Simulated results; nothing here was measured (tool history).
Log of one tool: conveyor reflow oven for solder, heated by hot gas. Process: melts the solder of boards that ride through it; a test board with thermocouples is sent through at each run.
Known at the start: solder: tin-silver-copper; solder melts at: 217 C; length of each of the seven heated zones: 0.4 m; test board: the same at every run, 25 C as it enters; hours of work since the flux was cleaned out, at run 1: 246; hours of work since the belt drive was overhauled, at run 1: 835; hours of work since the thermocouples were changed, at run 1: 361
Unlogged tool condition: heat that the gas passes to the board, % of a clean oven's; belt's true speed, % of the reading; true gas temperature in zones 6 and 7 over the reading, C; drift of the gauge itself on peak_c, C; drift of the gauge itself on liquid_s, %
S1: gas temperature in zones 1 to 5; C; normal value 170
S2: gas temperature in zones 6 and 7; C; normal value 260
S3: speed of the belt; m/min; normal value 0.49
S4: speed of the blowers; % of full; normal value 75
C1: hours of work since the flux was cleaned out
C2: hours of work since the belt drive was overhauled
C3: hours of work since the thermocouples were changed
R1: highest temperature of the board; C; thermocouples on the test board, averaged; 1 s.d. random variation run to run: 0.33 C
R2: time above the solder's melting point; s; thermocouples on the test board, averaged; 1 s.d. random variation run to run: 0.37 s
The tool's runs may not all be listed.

Run 1, hour 0: usual settings; C1 246; C2 835; C3 361. Result: R1 249 C, R2 71.2 s.
Run 2, hour 21.6: usual settings but S2 257 C; C1 261; C2 851; C3 376. Result: R1 246.3 C, R2 68.3 s.
Run 3, hour 46: usual settings; C1 279; C2 868; C3 394. Result: R1 249.6 C, R2 71.6 s.
At hour 60.4: belt drive overhauled, speed set with a stopwatch.
Run 4, hour 86.6: usual settings; C1 305; C2 19; C3 420. Result: R1 249.5 C, R2 73.1 s.
Run 5, hour 116.6: usual settings; C1 327; C2 40; C3 441. Result: R1 249.4 C, R2 73.7 s.
Run 6, hour 141.2: usual settings; C1 344; C2 58; C3 459. Result: R1 250 C, R2 73.2 s.
At hour 165.5: flux residue cleaned out of gas plates and filters.
Run 7, hour 182.8: usual settings; C1 12; C2 84; C3 485. Result: R1 250.9 C, R2 76 s.
Run 8, hour 215.3: usual settings; C1 36; C2 108; C3 509. Result: R1 251.4 C, R2 76.1 s.
Run 9, hour 247.7: usual settings; C1 59; C2 131; C3 532. Result: R1 251.2 C, R2 76.3 s.
Run 10, hour 273.8: usual settings; C1 78; C2 150; C3 551. Result: R1 251.5 C, R2 75.9 s.
At hour 290.2: belt drive overhauled, speed set with a stopwatch, once more.
Run 11, hour 310.3: usual settings; C1 101; C2 14; C3 574. Result: R1 250.1 C, R2 71.2 s.
Run 12, hour 345.5: usual settings; C1 126; C2 40; C3 599. Result: R1 250.4 C, R2 71.5 s.
Run 13, hour 364.4: usual settings; C1 140; C2 53; C3 613. Result: R1 250.5 C, R2 71.4 s.
Run 14, hour 388.6: usual settings but S4 85 % of full; C1 157; C2 71; C3 630. Result: R1 251.5 C, R2 72.9 s.
Run 15, hour 420.9: usual settings but S3 0.542 m/min; C1 180; C2 94; C3 653. Result: R1 247.5 C, R2 60.9 s.
Run 16, hour 440.2: usual settings but S3 0.542 m/min, S4 86 % of full; C1 194; C2 108; C3 667. Result: R1 247.9 C, R2 62.4 s.
Run 17, hour 474.3: usual settings but S2 268 C; C1 219; C2 132; C3 692. Result: R1 257.4 C, R2 77.8 s.
Run 18, hour 511.9: usual settings but S2 268 C, S3 0.58 m/min; C1 246; C2 159; C3 719. Result: R1 251.9 C, R2 59.5 s.
Run 19, hour 537.5: usual settings but S2 268 C, S3 0.58 m/min; C1 264; C2 177; C3 737. Result: R1 252.3 C, R2 59.6 s.
Run 20, hour 564.5: usual settings but S3 0.474 m/min, S4 55 % of full; C1 283; C2 197; C3 756. Result: R1 248.4 C, R2 71.7 s.
Run 21, hour 601.7: usual settings but S2 262 C, S3 0.474 m/min, S4 55 % of full; C1 310; C2 224; C3 783. Result: R1 250.8 C, R2 72.9 s.
Run 22, hour 620.9: usual settings but S2 268 C, S3 0.576 m/min, S4 58 % of full; C1 324; C2 237; C3 797. Result: R1 249.3 C, R2 57.7 s.
Run 23, hour 644.8: usual settings but S2 268 C, S3 0.576 m/min, S4 58 % of full; C1 341; C2 254; C3 814. Result: R1 249.6 C, R2 56.6 s.
At hour 672.1: flux residue cleaned out of gas plates and filters.
Run 24, hour 682.7: usual settings but S1 162 C, S2 256 C, S3 0.561 m/min, S4 59 % of full; C1 8; C2 278; C3 838. Result: R1 240.1 C, R2 47.4 s.
Run 25, hour 718.4: usual settings but S1 162 C, S2 256 C, S3 0.561 m/min, S4 63 % of full; C1 33; C2 304; C3 863. Result: R1 241.3 C, R2 48.3 s.
Run 26, hour 754: usual settings but S1 162 C, S2 256 C, S3 0.561 m/min, S4 63 % of full; C1 59; C2 329; C3 889. Result: R1 240.1 C, R2 48.5 s.
Run 27, hour 769.6: usual settings but S1 173 C, S4 59 % of full; C1 70; C2 340; C3 900. Result: R1 250.4 C, R2 72.6 s.
Run 28, hour 799.9: usual settings but S1 173 C, S4 59 % of full; C1 92; C2 362; C3 922. Result: R1 250 C, R2 71.9 s.
Run 29, hour 834.7: usual settings but S1 168 C, S2 274 C, S4 53 % of full; C1 117; C2 387; C3 947. Result: R1 260.4 C, R2 79 s.
Run 30, hour 852.8: usual settings but S1 168 C, S2 274 C, S4 53 % of full; C1 130; C2 400; C3 960. Result: R1 261 C, R2 78.6 s.
Run 31, hour 880: usual settings but S1 168 C, S2 274 C, S4 53 % of full; C1 149; C2 420; C3 979. Result: R1 260.8 C, R2 79.5 s.

Selected run-to-run steps in R1, each split into two signed amounts: the part the tool would show with no hidden state at all (from settings, incoming material and random variation), and the remainder, which goes to the hidden state together with any gauge scatter not common to the measured and the hidden-state-free results:
Run 6 -> 7: flux residue cleaned out of gas plates and filters. R1 +0.9 C: hidden state +2.1, all else -1.2.
Run 10 -> 11: belt drive overhauled, speed set with a stopwatch, once more. R1 -1.4 C: hidden state -1, all else -0.4.
Run 23 -> 24: S1 170 -> 162, S2 268 -> 256, S3 0.576 -> 0.561, S4 58 -> 59, flux residue cleaned out of gas plates and filters. R1 -9.5 C: hidden state +2.1, all else -11.6.
Run 26 -> 27: S1 162 -> 173, S2 256 -> 260, S3 0.561 -> 0.49, S4 63 -> 59. R1 +10.3 C: hidden state +0.2, all else +10.1.
Run 28 -> 29: S1 173 -> 168, S2 260 -> 274, S4 59 -> 53. R1 +10.4 C: hidden state +0, all else +10.4.
